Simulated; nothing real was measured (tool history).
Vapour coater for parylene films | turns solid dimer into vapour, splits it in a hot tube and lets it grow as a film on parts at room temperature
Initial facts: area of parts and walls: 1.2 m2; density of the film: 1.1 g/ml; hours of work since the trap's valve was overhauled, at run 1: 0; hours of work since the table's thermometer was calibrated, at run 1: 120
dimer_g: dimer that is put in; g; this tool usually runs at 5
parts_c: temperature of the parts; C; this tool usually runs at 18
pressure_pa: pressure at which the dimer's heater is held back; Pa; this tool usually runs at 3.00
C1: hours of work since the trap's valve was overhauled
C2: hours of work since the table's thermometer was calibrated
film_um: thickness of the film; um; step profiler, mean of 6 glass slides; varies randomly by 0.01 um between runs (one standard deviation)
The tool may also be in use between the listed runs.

{"run": 1, "hour": 0.0, "dimer_g": 5, "parts_c": 18, "pressure_pa": 3.0, "C1": 0, "C2": 120, "film_um": 2.23}
{"run": 2, "hour": 11.3, "dimer_g": 5, "parts_c": 18, "pressure_pa": 3.0, "C1": 5, "C2": 125, "film_um": 2.19}
{"run": 3, "hour": 33.9, "dimer_g": 5, "parts_c": 18, "pressure_pa": 3.0, "C1": 14, "C2": 134, "film_um": 2.19}
{"run": 4, "hour": 61.1, "dimer_g": 5, "parts_c": 27, "pressure_pa": 3.0, "C1": 26, "C2": 146, "film_um": 1.51}
{"run": 5, "hour": 82.6, "dimer_g": 5, "parts_c": 27, "pressure_pa": 3.0, "C1": 35, "C2": 155, "film_um": 1.5}
{"run": 6, "hour": 99.5, "dimer_g": 5, "parts_c": 27, "pressure_pa": 3.0, "C1": 42, "C2": 162, "film_um": 1.51}
{"run": 7, "hour": 125.4, "dimer_g": 5, "parts_c": 27, "pressure_pa": 3.0, "C1": 53, "C2": 173, "film_um": 1.5}
{"run": 8, "hour": 147.0, "dimer_g": 5, "parts_c": 27, "pressure_pa": 3.0, "C1": 62, "C2": 182, "film_um": 1.48}
{"hour": 152.5, "done": "trap's valve overhauled"}
{"run": 9, "hour": 169.8, "dimer_g": 5, "parts_c": 28, "pressure_pa": 3.0, "C1": 7, "C2": 190, "film_um": 1.41}
{"run": 10, "hour": 192.1, "dimer_g": 5, "parts_c": 28, "pressure_pa": 3.0, "C1": 17, "C2": 199, "film_um": 1.43}
{"run": 11, "hour": 218.0, "dimer_g": 5, "parts_c": 22, "pressure_pa": 3.0, "C1": 28, "C2": 210, "film_um": 1.81}
{"run": 12, "hour": 232.1, "dimer_g": 5, "parts_c": 25, "pressure_pa": 3.36, "C1": 33, "C2": 216, "film_um": 1.57}
{"run": 13, "hour": 245.0, "dimer_g": 5, "parts_c": 25, "pressure_pa": 3.36, "C1": 39, "C2": 221, "film_um": 1.57}
{"run": 14, "hour": 263.5, "dimer_g": 2, "parts_c": 12, "pressure_pa": 4.92, "C1": 47, "C2": 229, "film_um": 1.01}
{"run": 15, "hour": 282.9, "dimer_g": 3, "parts_c": 12, "pressure_pa": 5.36, "C1": 55, "C2": 237, "film_um": 1.52}
{"hour": 302.7, "done": "trap's valve overhauled, once more"}
{"run": 16, "hour": 307.0, "dimer_g": 9, "parts_c": 13, "pressure_pa": 5.43, "C1": 2, "C2": 246, "film_um": 4.44}
{"run": 17, "hour": 322.5, "dimer_g": 4, "parts_c": 13, "pressure_pa": 7.35, "C1": 8, "C2": 252, "film_um": 1.87}
{"run": 18, "hour": 346.4, "dimer_g": 3, "parts_c": 25, "pressure_pa": 2.42, "C1": 18, "C2": 262, "film_um": 1.01}
{"run": 19, "hour": 371.9, "dimer_g": 3, "parts_c": 25, "pressure_pa": 2.42, "C1": 29, "C2": 273, "film_um": 1.01}
{"run": 20, "hour": 391.6, "dimer_g": 3, "parts_c": 20, "pressure_pa": 2.42, "C1": 37, "C2": 281, "film_um": 1.24}
{"run": 21, "hour": 407.6, "dimer_g": 3, "parts_c": 20, "pressure_pa": 2.42, "C1": 44, "C2": 288, "film_um": 1.25}
{"run": 22, "hour": 418.6, "dimer_g": 3, "parts_c": 20, "pressure_pa": 2.42, "C1": 49, "C2": 293, "film_um": 1.26}

Predict each of these 4 candidate next runs independently; none follows another, all start after run 22:
{"run": "A", "hour": 431.0, "dimer_g": 8, "parts_c": 15, "pressure_pa": 5.88, "C1": 54, "C2": 298, "film_um": "?"}
{"run": "B", "hour": 431.0, "dimer_g": 5, "parts_c": 26, "pressure_pa": 2.15, "C1": 54, "C2": 298, "film_um": "?"}
{"run": "C", "hour": 431.0, "dimer_g": 8, "parts_c": 12, "pressure_pa": 8.25, "C1": 54, "C2": 298, "film_um": "?"}
{"run": "D", "hour": 431.0, "dimer_g": 2, "parts_c": 25, "pressure_pa": 9.12, "C1": 54, "C2": 298, "film_um": "?"}

run=A film_um=3.55
run=B film_um=1.63
run=C film_um=3.81
run=D film_um=0.54
The same runs, with their run-to-run variation unchanged, on a tool lacking any hidden condition would have given:
run=A film_um=3.60
run=B film_um=1.65
run=C film_um=3.86
run=D film_um=0.55
